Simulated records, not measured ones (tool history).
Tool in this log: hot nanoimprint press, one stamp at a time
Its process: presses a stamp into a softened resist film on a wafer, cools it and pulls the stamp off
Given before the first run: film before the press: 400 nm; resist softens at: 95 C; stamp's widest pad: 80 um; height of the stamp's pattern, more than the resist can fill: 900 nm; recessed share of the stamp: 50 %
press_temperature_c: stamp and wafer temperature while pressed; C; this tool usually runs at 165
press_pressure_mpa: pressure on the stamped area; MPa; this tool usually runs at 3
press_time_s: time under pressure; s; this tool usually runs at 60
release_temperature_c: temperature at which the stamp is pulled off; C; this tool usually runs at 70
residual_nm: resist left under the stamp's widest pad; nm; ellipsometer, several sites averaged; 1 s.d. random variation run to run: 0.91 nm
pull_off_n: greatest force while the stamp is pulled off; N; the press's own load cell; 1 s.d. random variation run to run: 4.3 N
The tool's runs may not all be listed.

| run | hour | press_temperature_c | press_pressure_mpa | press_time_s | release_temperature_c | residual_nm | pull_off_n |
|---|---|---|---|---|---|---|---|
| 1 | 0 | 165 | 3 | 60 | 70 | 186 | 327 |
| 2 | 13.3 | 165 | 3 | 60 | 70 | 184.7 | 328 |
| 3 | 35 | 165 | 3 | 60 | 70 | 186 | 317 |
| 4 | 46.5 | 165 | 3.07 | 60 | 70 | 187.1 | 330 |
| 5 | 70.1 | 165 | 3.07 | 60 | 70 | 184.7 | 335 |
| 6 | 89.4 | 165 | 3.07 | 60 | 70 | 183.8 | 337 |
| 7 | 107 | 165 | 3 | 60 | 70 | 187.5 | 344 |
| 8 | 128.8 | 165 | 3 | 60 | 70 | 187.2 | 336 |
| 9 | 148.2 | 165 | 3 | 60 | 70 | 184.7 | 341 |
| 10 | 168.8 | 165 | 3 | 60 | 70 | 188.7 | 348 |
| 11 | 191.5 | 165 | 3 | 45 | 70 | 208.5 | 351 |
| 12 | 214 | 165 | 1.99 | 60 | 70 | 226.1 | 351 |
|  | 233.6 | plate thermocouple calibrated |
| 13 | 234.9 | 165 | 3 | 60 | 70 | 178.3 | 358 |
| 14 | 254.5 | 165 | 3 | 60 | 67 | 177.1 | 372 |
|  | 270 | stamp cleaned and given a new release coat |
| 15 | 275.4 | 165 | 3 | 60 | 67 | 179.9 | 222 |
| 16 | 289.3 | 165 | 3 | 70 | 70 | 169.1 | 210 |
| 17 | 302.3 | 165 | 3 | 100 | 70 | 148 | 219 |
| 18 | 323.4 | 165 | 3.49 | 100 | 75 | 138 | 207 |
| 19 | 347 | 176 | 4.08 | 75 | 69 | 102.2 | 218 |
| 20 | 361.1 | 163 | 3.63 | 75 | 69 | 162.2 | 234 |
| 21 | 378.9 | 161 | 3.08 | 73 | 61 | 187.2 | 261 |
| 22 | 400.1 | 171 | 2.06 | 60 | 64 | 182.3 | 262 |
| 23 | 416.5 | 171 | 2.06 | 60 | 64 | 180.6 | 265 |
| 24 | 440 | 171 | 2.06 | 60 | 61 | 181.5 | 273 |
| 25 | 459.2 | 171 | 2.06 | 60 | 61 | 179.2 | 291 |
| 26 | 472.8 | 162 | 2.98 | 35 | 69 | 238.4 | 253 |
| 27 | 490.3 | 162 | 2.98 | 35 | 69 | 237 | 251 |

Run 28 comes next. What will it give?
| 28 | 510.1 | 162 | 2.98 | 35 | 69 | ? | ? |

Logged for run 28: residual_nm 236.7 nm, pull_off_n 253 N.
The same run, on a tool lacking any hidden state, would have yielded residual_nm 230.8 nm, pull_off_n 214 N.
